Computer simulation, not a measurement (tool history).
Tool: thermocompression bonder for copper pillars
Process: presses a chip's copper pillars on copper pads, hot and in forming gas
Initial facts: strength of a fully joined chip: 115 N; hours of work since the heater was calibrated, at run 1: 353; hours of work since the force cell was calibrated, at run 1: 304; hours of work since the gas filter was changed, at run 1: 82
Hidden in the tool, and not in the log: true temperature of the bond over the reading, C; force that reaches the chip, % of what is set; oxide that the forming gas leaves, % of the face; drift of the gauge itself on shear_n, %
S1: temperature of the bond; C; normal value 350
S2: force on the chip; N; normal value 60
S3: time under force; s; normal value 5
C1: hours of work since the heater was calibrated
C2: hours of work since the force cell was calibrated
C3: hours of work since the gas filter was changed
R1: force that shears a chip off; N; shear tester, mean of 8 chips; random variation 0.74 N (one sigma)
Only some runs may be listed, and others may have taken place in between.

run 1 day=0 | S1=350 S2=60 S3=5 | C1=353 C2=304 C3=82 | R1=80.2
run 2 day=0.608 | S1=350 S2=72 S3=5 | C1=360 C2=312 C3=89 | R1=87
run 3 day=1.204 | S1=350 S2=72 S3=5 | C1=368 C2=319 C3=96 | R1=87
run 4 day=1.946 | S1=350 S2=60 S3=3 | C1=377 C2=328 C3=105 | R1=70.5
run 5 day=2.3 | S1=350 S2=60 S3=3 | C1=381 C2=333 C3=110 | R1=70.6
run 6 day=2.642 | S1=350 S2=66 S3=5 | C1=386 C2=337 C3=114 | R1=83
run 7 day=3.196 | S1=350 S2=66 S3=5 | C1=392 C2=344 C3=121 | R1=84.1
run 8 day=3.779 | S1=350 S2=66 S3=5 | C1=400 C2=351 C3=128 | R1=84
run 9 day=4.325 | S1=350 S2=66 S3=5 | C1=406 C2=358 C3=135 | R1=82.3
run 10 day=4.8 | S1=350 S2=60 S3=5 | C1=412 C2=364 C3=141 | R1=79.2
run 11 day=5.546 | S1=350 S2=41 S3=5 | C1=421 C2=373 C3=150 | R1=62.1
-- day=5.679 heater calibrated with a thermocouple chip
run 12 day=6.146 | S1=370 S2=41 S3=5 | C1=6 C2=379 C3=156 | R1=72.9
run 13 day=6.933 | S1=370 S2=41 S3=5 | C1=15 C2=389 C3=166 | R1=72.3
run 14 day=7.721 | S1=370 S2=41 S3=5 | C1=25 C2=399 C3=176 | R1=71.5
run 15 day=8.129 | S1=370 S2=41 S3=5 | C1=30 C2=404 C3=181 | R1=71.9
run 16 day=8.533 | S1=370 S2=41 S3=5 | C1=35 C2=409 C3=186 | R1=72.8
run 17 day=8.871 | S1=370 S2=41 S3=5 | C1=39 C2=413 C3=190 | R1=71.3
run 18 day=9.208 | S1=353 S2=60 S3=5 | C1=43 C2=417 C3=194 | R1=79
run 19 day=9.729 | S1=353 S2=60 S3=5 | C1=50 C2=423 C3=200 | R1=78.7
-- day=10.112 heater calibrated with a thermocouple chip, once more
run 20 day=10.388 | S1=359 S2=60 S3=5 | C1=3 C2=430 C3=207 | R1=81.7
run 21 day=11.112 | S1=359 S2=60 S3=5 | C1=12 C2=439 C3=216 | R1=81.7
-- day=11.558 forming gas filter changed
run 22 day=11.654 | S1=352 S2=58 S3=5 | C1=19 C2=446 C3=1 | R1=83.5
run 23 day=12.083 | S1=352 S2=58 S3=5 | C1=24 C2=451 C3=7 | R1=83.4
run 24 day=12.475 | S1=332 S2=43 S3=11 | C1=29 C2=456 C3=11 | R1=75.4
run 25 day=12.958 | S1=332 S2=43 S3=11 | C1=35 C2=462 C3=17 | R1=74.6
run 26 day=13.321 | S1=350 S2=47 S3=7 | C1=39 C2=466 C3=22 | R1=80.6
run 27 day=13.746 | S1=358 S2=73 S3=6 | C1=45 C2=472 C3=27 | R1=95.6
run 28 day=14.471 | S1=377 S2=60 S3=3 | C1=53 C2=480 C3=36 | R1=84.7
run 29 day=14.971 | S1=377 S2=60 S3=3 | C1=60 C2=487 C3=42 | R1=86.3
run 30 day=15.504 | S1=353 S2=60 S3=5 | C1=66 C2=493 C3=49 | R1=83.2
run 31 day=15.942 | S1=353 S2=60 S3=5 | C1=72 C2=499 C3=54 | R1=86
run 32 day=16.488 | S1=353 S2=40 S3=6 | C1=78 C2=505 C3=61 | R1=69.7
run 33 day=17.242 | S1=353 S2=39 S3=6 | C1=88 C2=515 C3=70 | R1=69.7
run 34 day=17.992 | S1=353 S2=39 S3=6 | C1=97 C2=524 C3=79 | R1=68.9
run 35 day=18.758 | S1=353 S2=39 S3=6 | C1=106 C2=533 C3=89 | R1=68.2
run 36 day=19.204 | S1=351 S2=63 S3=5 | C1=112 C2=539 C3=94 | R1=84
run 37 day=19.871 | S1=342 S2=60 S3=5 | C1=120 C2=547 C3=102 | R1=76.6
run 38 day=20.554 | S1=342 S2=60 S3=5 | C1=128 C2=555 C3=111 | R1=77.1

Alternative continuations, all from the tool just after run 38; predict every row:
run A day=21.325 | S1=350 S2=52 S3=12 | C1=138 C2=565 C3=120 | R1=?
run B day=21.325 | S1=350 S2=69 S3=5 | C1=138 C2=565 C3=120 | R1=?
run C day=21.325 | S1=325 S2=54 S3=5 | C1=138 C2=565 C3=120 | R1=?
run D day=21.325 | S1=348 S2=86 S3=8 | C1=138 C2=565 C3=120 | R1=?
run E day=21.325 | S1=342 S2=60 S3=4 | C1=138 C2=565 C3=120 | R1=?

run=A R1=90
run=B R1=86
run=C R1=62
run=D R1=98
run=E R1=71.3
What these runs would have given with no unlogged condition in the tool:
run=A R1=94.1
run=B R1=89.9
run=C R1=64.7
run=D R1=102.5
run=E R1=74.5

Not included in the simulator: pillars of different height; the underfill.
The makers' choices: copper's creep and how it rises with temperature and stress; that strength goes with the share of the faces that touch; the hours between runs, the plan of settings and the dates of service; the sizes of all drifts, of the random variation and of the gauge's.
